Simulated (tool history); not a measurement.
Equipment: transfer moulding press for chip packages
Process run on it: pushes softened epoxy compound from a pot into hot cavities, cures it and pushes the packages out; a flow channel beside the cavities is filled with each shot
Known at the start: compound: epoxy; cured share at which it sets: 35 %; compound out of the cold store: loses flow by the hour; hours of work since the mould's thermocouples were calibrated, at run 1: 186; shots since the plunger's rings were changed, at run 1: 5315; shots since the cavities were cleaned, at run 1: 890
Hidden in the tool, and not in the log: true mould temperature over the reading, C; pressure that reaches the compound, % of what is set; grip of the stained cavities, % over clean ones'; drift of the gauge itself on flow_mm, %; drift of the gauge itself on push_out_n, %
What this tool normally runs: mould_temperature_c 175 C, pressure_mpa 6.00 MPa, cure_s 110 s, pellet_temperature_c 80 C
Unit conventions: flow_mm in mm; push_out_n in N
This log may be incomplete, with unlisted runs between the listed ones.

| run | hour | mould_temperature_c | pressure_mpa | cure_s | pellet_temperature_c | hours of work since the mould's thermocouples were calibrated | shots since the plunger's rings were changed | shots since the cavities were cleaned | incoming compound's hours out of the cold store | flow_mm | push_out_n |
|---|---|---|---|---|---|---|---|---|---|---|---|
| 1 | 0.0 | 175 | 6.00 | 110 | 80 | 186 | 5315 | 890 | 18.5 | 543 | 1041 |
| 2 | 7.7 | 175 | 6.00 | 110 | 80 | 190 | 5386 | 961 | 32.6 | 522 | 1031 |
| 3 | 23.1 | 175 | 5.66 | 110 | 80 | 198 | 5526 | 1101 | 37.6 | 505 | 1024 |
|  | 28.4 | cavities cleaned with cleaning compound and waxed |
| 4 | 39.0 | 175 | 5.66 | 110 | 80 | 205 | 5657 | 96 | 24.1 | 514 | 712 |
| 5 | 53.7 | 175 | 5.66 | 110 | 80 | 213 | 5792 | 231 | 37.5 | 498 | 767 |
| 6 | 63.8 | 175 | 5.98 | 110 | 80 | 218 | 5884 | 323 | 12.5 | 539 | 876 |
| 7 | 70.2 | 175 | 6.00 | 94 | 80 | 221 | 5943 | 382 | 9.0 | 546 | 1317 |
| 8 | 86.0 | 175 | 6.00 | 110 | 80 | 229 | 6087 | 526 | 20.4 | 533 | 942 |
| 9 | 96.9 | 175 | 6.00 | 110 | 80 | 235 | 6186 | 625 | 43.7 | 505 | 930 |
|  | 102.6 | plunger's sealing rings changed |
| 10 | 115.3 | 175 | 6.00 | 110 | 80 | 243 | 117 | 771 | 14.1 | 560 | 998 |
| 11 | 121.8 | 175 | 6.00 | 110 | 80 | 246 | 176 | 830 | 8.7 | 558 | 1054 |
| 12 | 134.8 | 175 | 6.00 | 110 | 80 | 253 | 295 | 949 | 22.7 | 549 | 1020 |
| 13 | 142.0 | 175 | 6.00 | 110 | 80 | 256 | 361 | 1015 | 46.3 | 519 | 1005 |
| 14 | 151.7 | 175 | 6.00 | 110 | 80 | 261 | 449 | 1103 | 15.1 | 557 | 1087 |
|  | 157.3 | cavities cleaned with cleaning compound and waxed |
| 15 | 168.4 | 175 | 5.33 | 110 | 80 | 269 | 588 | 101 | 31.0 | 510 | 734 |
| 16 | 177.7 | 175 | 5.33 | 110 | 80 | 274 | 672 | 185 | 36.8 | 501 | 778 |
| 17 | 191.8 | 173 | 5.33 | 110 | 80 | 281 | 801 | 314 | 45.7 | 498 | 970 |
| 18 | 200.8 | 173 | 5.33 | 110 | 80 | 285 | 884 | 397 | 23.6 | 521 | 1014 |
| 19 | 211.4 | 175 | 5.77 | 110 | 81 | 291 | 980 | 493 | 23.8 | 537 | 930 |
| 20 | 226.9 | 175 | 5.77 | 110 | 81 | 299 | 1122 | 635 | 26.7 | 527 | 934 |
| 21 | 241.1 | 175 | 7.42 | 97 | 72 | 306 | 1251 | 764 | 10.0 | 619 | 1418 |
| 22 | 251.0 | 175 | 7.42 | 97 | 72 | 311 | 1342 | 855 | 26.7 | 604 | 1402 |
| 23 | 258.6 | 172 | 7.42 | 107 | 72 | 315 | 1411 | 924 | 44.0 | 591 | 1303 |
| 24 | 272.5 | 175 | 5.59 | 110 | 82 | 322 | 1538 | 1051 | 32.9 | 516 | 1022 |
| 25 | 279.3 | 170 | 6.00 | 148 | 80 | 325 | 1600 | 1113 | 16.0 | 566 | 874 |
|  | 283.2 | cavities cleaned with cleaning compound and waxed |
| 26 | 296.3 | 173 | 6.22 | 121 | 78 | 333 | 1741 | 119 | 15.5 | 570 | 713 |
| 27 | 311.7 | 173 | 6.22 | 121 | 78 | 341 | 1882 | 260 | 15.3 | 563 | 800 |
| 28 | 322.1 | 183 | 4.73 | 148 | 72 | 346 | 1977 | 355 | 39.4 | 450 | 599 |
| 29 | 330.0 | 179 | 5.90 | 148 | 89 | 350 | 2050 | 428 | 25.5 | 527 | 624 |
| 30 | 340.1 | 175 | 4.62 | 110 | 78 | 355 | 2141 | 519 | 34.7 | 464 | 903 |

Pick out some run-to-run changes in flow_mm. Of each, how much would a tool without hidden state show as well, from the settings, what came in and chance, and how much is left for the hidden state and any gauge scatter not in both results compared?
Run 2 -> 3: pressure_mpa 6.00 -> 5.66. flow_mm -17 mm: hidden state +1, all else -18.
Run 5 -> 6: pressure_mpa 5.66 -> 5.98. flow_mm +41 mm: hidden state -2, all else +43.
Run 9 -> 10: plunger's sealing rings changed. flow_mm +55 mm: hidden state +20, all else +35.
Run 20 -> 21: pressure_mpa 5.77 -> 7.42, cure_s 110 -> 97, pellet_temperature_c 81 -> 72. flow_mm +92 mm: hidden state +0, all else +92.
Run 27 -> 28: mould_temperature_c 173 -> 183, pressure_mpa 6.22 -> 4.73, cure_s 121 -> 148, pellet_temperature_c 78 -> 72. flow_mm -113 mm: hidden state +1, all else -114.
Run 28 -> 29: mould_temperature_c 183 -> 179, pressure_mpa 4.73 -> 5.90, pellet_temperature_c 72 -> 89. flow_mm +77 mm: hidden state -1, all else +78.
